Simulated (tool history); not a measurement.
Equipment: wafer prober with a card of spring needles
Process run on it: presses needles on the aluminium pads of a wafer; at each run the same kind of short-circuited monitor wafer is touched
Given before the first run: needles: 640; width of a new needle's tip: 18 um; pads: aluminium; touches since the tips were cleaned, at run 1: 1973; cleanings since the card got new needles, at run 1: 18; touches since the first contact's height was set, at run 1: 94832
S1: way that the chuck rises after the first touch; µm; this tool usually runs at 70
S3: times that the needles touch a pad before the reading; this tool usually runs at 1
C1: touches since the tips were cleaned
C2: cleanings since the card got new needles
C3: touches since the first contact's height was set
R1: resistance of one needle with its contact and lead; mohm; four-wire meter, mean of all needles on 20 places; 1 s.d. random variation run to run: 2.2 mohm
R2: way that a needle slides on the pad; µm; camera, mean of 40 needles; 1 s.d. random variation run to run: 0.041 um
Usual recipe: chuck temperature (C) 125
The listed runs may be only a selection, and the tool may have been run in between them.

run 1 day=0.000 | S1=70 chuck_temperature_(C)=125 S3=1 | C1=1973 C2=18 C3=94832 | R1=274 R2=14.94
run 2 day=0.354 | S1=77 chuck_temperature_(C)=125 S3=1 | C1=4332 C2=18 C3=97191 | R1=278 R2=16.49
-- day=0.400 tips cleaned on abrasive film
run 3 day=0.633 | S1=77 chuck_temperature_(C)=125 S3=1 | C1=1554 C2=19 C3=99021 | R1=267 R2=16.34
run 4 day=1.012 | S1=77 chuck_temperature_(C)=125 S3=1 | C1=4085 C2=19 C3=101552 | R1=279 R2=16.43
-- day=1.096 tips cleaned on abrasive film
run 5 day=1.254 | S1=77 chuck_temperature_(C)=125 S3=1 | C1=1045 C2=20 C3=103121 | R1=268 R2=16.44
run 6 day=1.608 | S1=53 chuck_temperature_(C)=125 S3=1 | C1=3391 C2=20 C3=105467 | R1=305 R2=11.19
run 7 day=1.775 | S1=70 chuck_temperature_(C)=125 S3=1 | C1=4521 C2=20 C3=106597 | R1=292 R2=14.86
-- day=1.796 tips cleaned on abrasive film
run 8 day=1.992 | S1=70 chuck_temperature_(C)=31 S3=1 | C1=1284 C2=21 C3=107985 | R1=247 R2=14.81
run 9 day=2.312 | S1=70 chuck_temperature_(C)=64 S3=1 | C1=3426 C2=21 C3=110127 | R1=266 R2=14.84
-- day=2.500 tips cleaned on abrasive film
run 10 day=2.612 | S1=65 chuck_temperature_(C)=125 S3=1 | C1=728 C2=22 C3=112087 | R1=266 R2=13.80
run 11 day=2.883 | S1=65 chuck_temperature_(C)=125 S3=1 | C1=2530 C2=22 C3=113889 | R1=279 R2=13.71
run 12 day=3.129 | S1=65 chuck_temperature_(C)=125 S3=1 | C1=4187 C2=22 C3=115546 | R1=289 R2=13.77
-- day=3.200 tips cleaned on abrasive film
run 13 day=3.362 | S1=65 chuck_temperature_(C)=125 S3=1 | C1=1081 C2=23 C3=117059 | R1=268 R2=13.77
run 14 day=3.729 | S1=65 chuck_temperature_(C)=125 S3=3 | C1=3516 C2=23 C3=119494 | R1=265 R2=13.81
-- day=3.900 tips cleaned on abrasive film
run 15 day=3.900 | S1=65 chuck_temperature_(C)=125 S3=3 | C1=0 C2=24 C3=120604 | R1=251 R2=13.78
run 16 day=4.112 | S1=70 chuck_temperature_(C)=125 S3=1 | C1=1421 C2=24 C3=122025 | R1=266 R2=14.79
run 17 day=4.329 | S1=70 chuck_temperature_(C)=125 S3=1 | C1=2853 C2=24 C3=123457 | R1=279 R2=14.71
-- day=4.600 tips cleaned on abrasive film
run 18 day=4.696 | S1=70 chuck_temperature_(C)=47 S3=3 | C1=644 C2=25 C3=125874 | R1=237 R2=14.83
run 19 day=4.875 | S1=70 chuck_temperature_(C)=47 S3=3 | C1=1848 C2=25 C3=127078 | R1=243 R2=14.78
run 20 day=5.204 | S1=73 chuck_temperature_(C)=51 S3=1 | C1=4015 C2=25 C3=129245 | R1=268 R2=15.42
-- day=5.296 tips cleaned on abrasive film
run 21 day=5.542 | S1=67 chuck_temperature_(C)=61 S3=2 | C1=1639 C2=26 C3=131471 | R1=248 R2=14.12
run 22 day=5.729 | S1=67 chuck_temperature_(C)=61 S3=2 | C1=2893 C2=26 C3=132725 | R1=259 R2=14.16
-- day=6.008 tips cleaned on abrasive film
run 23 day=6.042 | S1=70 chuck_temperature_(C)=108 S3=2 | C1=219 C2=27 C3=134779 | R1=253 R2=14.78
run 24 day=6.212 | S1=60 chuck_temperature_(C)=46 S3=2 | C1=1340 C2=27 C3=135900 | R1=252 R2=12.57
run 25 day=6.579 | S1=82 chuck_temperature_(C)=125 S3=3 | C1=3786 C2=27 C3=138346 | R1=259 R2=17.41
-- day=6.712 tips cleaned on abrasive film
run 26 day=6.846 | S1=82 chuck_temperature_(C)=125 S3=3 | C1=886 C2=28 C3=140098 | R1=253 R2=17.30
run 27 day=7.029 | S1=56 chuck_temperature_(C)=46 S3=3 | C1=2110 C2=28 C3=141322 | R1=249 R2=11.71
run 28 day=7.229 | S1=82 chuck_temperature_(C)=28 S3=2 | C1=3445 C2=28 C3=142657 | R1=241 R2=17.36
run 29 day=7.396 | S1=82 chuck_temperature_(C)=28 S3=2 | C1=4535 C2=28 C3=143747 | R1=247 R2=17.43
-- day=7.425 tips cleaned on abrasive film
run 30 day=7.596 | S1=82 chuck_temperature_(C)=28 S3=2 | C1=1130 C2=29 C3=145045 | R1=235 R2=17.31
run 31 day=7.850 | S1=84 chuck_temperature_(C)=125 S3=1 | C1=2825 C2=29 C3=146740 | R1=266 R2=17.74
-- day=8.138 tips cleaned on abrasive film
run 32 day=8.167 | S1=65 chuck_temperature_(C)=35 S3=1 | C1=189 C2=30 C3=148818 | R1=235 R2=13.69
run 33 day=8.321 | S1=65 chuck_temperature_(C)=117 S3=1 | C1=1227 C2=30 C3=149856 | R1=266 R2=13.60

Predict each of these 4 candidate next runs independently; none follows another, all start after run 33:
run A day=8.542 | S1=85 chuck_temperature_(C)=33 S3=1 | C1=2705 C2=30 C3=151334 | R1=? R2=?
run B day=8.542 | S1=73 chuck_temperature_(C)=35 S3=2 | C1=2705 C2=30 C3=151334 | R1=? R2=?
run C day=8.542 | S1=70 chuck_temperature_(C)=125 S3=1 | C1=2705 C2=30 C3=151334 | R1=? R2=?
run D day=8.542 | S1=70 chuck_temperature_(C)=125 S3=1 | C1=2705 C2=30 C3=151334 | R1=? R2=?

run=A R1=250 R2=17.91
run=B R1=245 R2=15.33
run=C R1=278 R2=14.80
run=D R1=276 R2=14.70
Take away the tool's hidden state, keep each run's random variation, and the runs would have read:
run=A R1=228 R2=18.37
run=B R1=229 R2=15.80
run=C R1=253 R2=15.27
run=D R1=251 R2=15.16
